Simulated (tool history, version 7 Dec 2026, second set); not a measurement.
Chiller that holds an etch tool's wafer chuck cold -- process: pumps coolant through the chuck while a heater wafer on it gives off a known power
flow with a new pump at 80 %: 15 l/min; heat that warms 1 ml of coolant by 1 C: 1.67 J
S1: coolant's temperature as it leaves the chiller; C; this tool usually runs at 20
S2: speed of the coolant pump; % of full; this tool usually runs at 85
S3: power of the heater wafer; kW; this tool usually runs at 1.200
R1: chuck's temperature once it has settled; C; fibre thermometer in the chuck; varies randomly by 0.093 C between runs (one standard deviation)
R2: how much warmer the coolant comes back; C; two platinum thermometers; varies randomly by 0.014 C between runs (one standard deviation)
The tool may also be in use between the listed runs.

run 1 hour=0.0 | S1=20 S2=85 S3=1.200 | R1=29.54 R2=2.84
run 2 hour=61.7 | S1=20 S2=85 S3=1.200 | R1=29.66 R2=2.80
run 3 hour=117.9 | S1=20 S2=85 S3=1.200 | R1=29.82 R2=2.80
run 4 hour=188.6 | S1=20 S2=85 S3=1.200 | R1=29.81 R2=2.84
run 5 hour=262.3 | S1=20 S2=85 S3=1.200 | R1=29.70 R2=2.81
run 6 hour=327.4 | S1=15 S2=85 S3=1.200 | R1=24.85 R2=2.84
run 7 hour=375.8 | S1=15 S2=85 S3=1.200 | R1=24.84 R2=2.81
run 8 hour=424.5 | S1=20 S2=85 S3=1.200 | R1=29.85 R2=2.82
run 9 hour=463.8 | S1=20 S2=85 S3=1.200 | R1=30.00 R2=2.83
run 10 hour=502.4 | S1=20 S2=85 S3=1.200 | R1=29.99 R2=2.83
run 11 hour=569.0 | S1=20 S2=97 S3=1.200 | R1=29.15 R2=2.44
run 12 hour=634.0 | S1=20 S2=97 S3=1.200 | R1=29.28 R2=2.45
run 13 hour=710.6 | S1=20 S2=85 S3=1.200 | R1=30.16 R2=2.84
-- hour=762.9 coolant changed, channels flushed
run 14 hour=801.3 | S1=15 S2=85 S3=1.200 | R1=24.48 R2=2.85
run 15 hour=850.1 | S1=15 S2=85 S3=1.200 | R1=24.49 R2=2.86
run 16 hour=920.7 | S1=20 S2=85 S3=1.200 | R1=29.60 R2=2.90
run 17 hour=998.0 | S1=12 S2=85 S3=1.200 | R1=21.77 R2=2.91
run 18 hour=1069.2 | S1=11 S2=71 S3=0.648 | R1=17.26 R2=1.93
run 19 hour=1154.2 | S1=14 S2=71 S3=0.648 | R1=20.10 R2=1.92
-- hour=1190.0 chiller's thermometer calibrated
run 20 hour=1205.8 | S1=20 S2=95 S3=1.331 | R1=28.99 R2=2.83
run 21 hour=1287.7 | S1=20 S2=95 S3=1.331 | R1=29.06 R2=2.84
run 22 hour=1332.1 | S1=20 S2=65 S3=1.331 | R1=31.86 R2=4.36
run 23 hour=1399.4 | S1=20 S2=65 S3=1.331 | R1=31.71 R2=4.40
run 24 hour=1438.6 | S1=20 S2=88 S3=1.200 | R1=28.60 R2=2.79
run 25 hour=1519.6 | S1=20 S2=88 S3=1.200 | R1=28.80 R2=2.82
run 26 hour=1591.8 | S1=14 S2=65 S3=0.967 | R1=22.79 R2=3.22
run 27 hour=1664.4 | S1=12 S2=76 S3=1.200 | R1=21.61 R2=3.35
run 28 hour=1702.9 | S1=12 S2=76 S3=1.200 | R1=21.80 R2=3.35
run 29 hour=1742.3 | S1=11 S2=76 S3=1.200 | R1=20.67 R2=3.37
run 30 hour=1793.9 | S1=11 S2=76 S3=1.200 | R1=20.80 R2=3.34
run 31 hour=1840.1 | S1=11 S2=76 S3=1.200 | R1=20.78 R2=3.36

What if the next run were any one of these 4? Each begins from the tool's condition after run 31:
run A hour=1919.5 | S1=18 S2=76 S3=1.200 | R1=? R2=?
run B hour=1919.5 | S1=29 S2=99 S3=1.462 | R1=? R2=?
run C hour=1919.5 | S1=15 S2=65 S3=0.859 | R1=? R2=?
run D hour=1919.5 | S1=11 S2=62 S3=0.622 | R1=? R2=?

run=A R1=27.71 R2=3.38
run=B R1=39.05 R2=3.01
run=C R1=22.96 R2=2.92
run=D R1=16.97 R2=2.22
Stripped of hidden state, with their random variation kept, the same runs would have yielded:
run=A R1=26.71 R2=3.07
run=B R1=38.03 R2=2.74
run=C R1=22.13 R2=2.65
run=D R1=16.31 R2=2.02
